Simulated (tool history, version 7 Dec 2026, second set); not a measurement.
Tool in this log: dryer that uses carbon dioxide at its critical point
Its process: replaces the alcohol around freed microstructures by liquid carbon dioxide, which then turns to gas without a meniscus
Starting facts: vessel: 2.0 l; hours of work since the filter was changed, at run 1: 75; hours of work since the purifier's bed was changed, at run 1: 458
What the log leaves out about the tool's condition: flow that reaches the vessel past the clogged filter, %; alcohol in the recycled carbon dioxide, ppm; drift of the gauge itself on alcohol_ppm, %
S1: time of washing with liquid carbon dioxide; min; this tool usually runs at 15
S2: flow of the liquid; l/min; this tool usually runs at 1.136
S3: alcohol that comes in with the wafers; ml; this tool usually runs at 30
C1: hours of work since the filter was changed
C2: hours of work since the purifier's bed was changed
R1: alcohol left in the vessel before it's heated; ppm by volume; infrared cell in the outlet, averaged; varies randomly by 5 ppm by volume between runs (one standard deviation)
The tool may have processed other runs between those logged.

Run 1, hour 0.0: usual settings; C1 75; C2 458. Result: R1 48 ppm by volume.
Run 2, hour 46.8: usual settings; C1 97; C2 481. Result: R1 58 ppm by volume.
Run 3, hour 90.8: usual settings; C1 118; C2 502. Result: R1 53 ppm by volume.
Run 4, hour 122.1: usual settings but S1 23 min; C1 133; C2 517. Result: R1 55 ppm by volume.
Run 5, hour 177.6: usual settings but S1 23 min; C1 160; C2 544. Result: R1 52 ppm by volume.
Run 6, hour 231.2: usual settings but S1 23 min, S3 95 ml; C1 186; C2 569. Result: R1 59 ppm by volume.
Run 7, hour 276.7: usual settings but S1 23 min, S3 95 ml; C1 207; C2 591. Result: R1 55 ppm by volume.
Run 8, hour 327.3: usual settings; C1 232; C2 615. Result: R1 62 ppm by volume.
Run 9, hour 362.5: usual settings but S1 9 min; C1 249; C2 632. Result: R1 262 ppm by volume.
Run 10, hour 415.2: usual settings but S2 0.970 l/min; C1 274; C2 658. Result: R1 106 ppm by volume.
Run 11, hour 465.7: usual settings but S2 0.970 l/min; C1 298; C2 682. Result: R1 104 ppm by volume.
At hour 478.0: inlet filter changed.
Run 12, hour 521.7: usual settings but S2 0.970 l/min; C1 21; C2 708. Result: R1 85 ppm by volume.
Run 13, hour 578.9: usual settings but S2 0.970 l/min; C1 48; C2 736. Result: R1 100 ppm by volume.
Run 14, hour 624.4: usual settings but S2 0.970 l/min; C1 70; C2 758. Result: R1 113 ppm by volume.
Run 15, hour 653.9: usual settings; C1 84; C2 772. Result: R1 86 ppm by volume.
Run 16, hour 698.7: usual settings; C1 106; C2 793. Result: R1 105 ppm by volume.
Run 17, hour 730.7: usual settings but S1 13 min, S2 0.830 l/min, S3 45 ml; C1 121; C2 809. Result: R1 274 ppm by volume.
Run 18, hour 787.6: usual settings but S1 11 min, S2 0.760 l/min, S3 83 ml; C1 149; C2 836. Result: R1 1099 ppm by volume.
Run 19, hour 850.8: usual settings but S1 11 min, S2 0.760 l/min, S3 83 ml; C1 179; C2 866. Result: R1 1113 ppm by volume.
Run 20, hour 884.3: usual settings but S1 11 min, S2 0.760 l/min, S3 83 ml; C1 195; C2 882. Result: R1 1146 ppm by volume.
Run 21, hour 928.8: usual settings but S1 11 min, S2 0.760 l/min, S3 83 ml; C1 216; C2 904. Result: R1 1185 ppm by volume.
Run 22, hour 989.2: usual settings but S1 13 min, S3 43 ml; C1 245; C2 933. Result: R1 140 ppm by volume.
Run 23, hour 1053.4: usual settings but S1 13 min, S3 43 ml; C1 276; C2 963. Result: R1 147 ppm by volume.
At hour 1113.6: inlet filter changed.
Run 24, hour 1117.6: usual settings but S1 13 min, S2 0.940 l/min, S3 43 ml; C1 2; C2 994. Result: R1 185 ppm by volume.
Run 25, hour 1162.3: usual settings but S1 13 min, S2 0.940 l/min, S3 43 ml; C1 23; C2 1015. Result: R1 201 ppm by volume.
Run 26, hour 1210.0: usual settings but S1 13 min, S2 1.460 l/min; C1 46; C2 1038. Result: R1 112 ppm by volume.
Run 27, hour 1249.7: usual settings but S2 1.820 l/min, S3 33 ml; C1 65; C2 1057. Result: R1 120 ppm by volume.
Run 28, hour 1278.7: usual settings but S2 1.820 l/min, S3 33 ml; C1 79; C2 1071. Result: R1 111 ppm by volume.
Run 29, hour 1322.9: usual settings but S2 1.820 l/min, S3 33 ml; C1 100; C2 1092. Result: R1 117 ppm by volume.
Run 30, hour 1350.1: usual settings but S2 1.820 l/min, S3 23 ml; C1 113; C2 1105. Result: R1 126 ppm by volume.

For some of the steps in R1 from one run to the next: how much would appear even if the tool had no hidden state, given the settings, what came in and random variation, and how much remains for the hidden state plus any gauge scatter that the measured result and the result without hidden state don't share?
Run 8 -> 9: S1 15 -> 9. R1 +200 ppm by volume: hidden state +52, all else +148.
Run 17 -> 18: S1 13 -> 11, S2 0.830 -> 0.760, S3 45 -> 83. R1 +825 ppm by volume: hidden state +107, all else +718.
Run 21 -> 22: S1 11 -> 13, S2 0.760 -> 1.136, S3 83 -> 43. R1 -1045 ppm by volume: hidden state -190, all else -855.
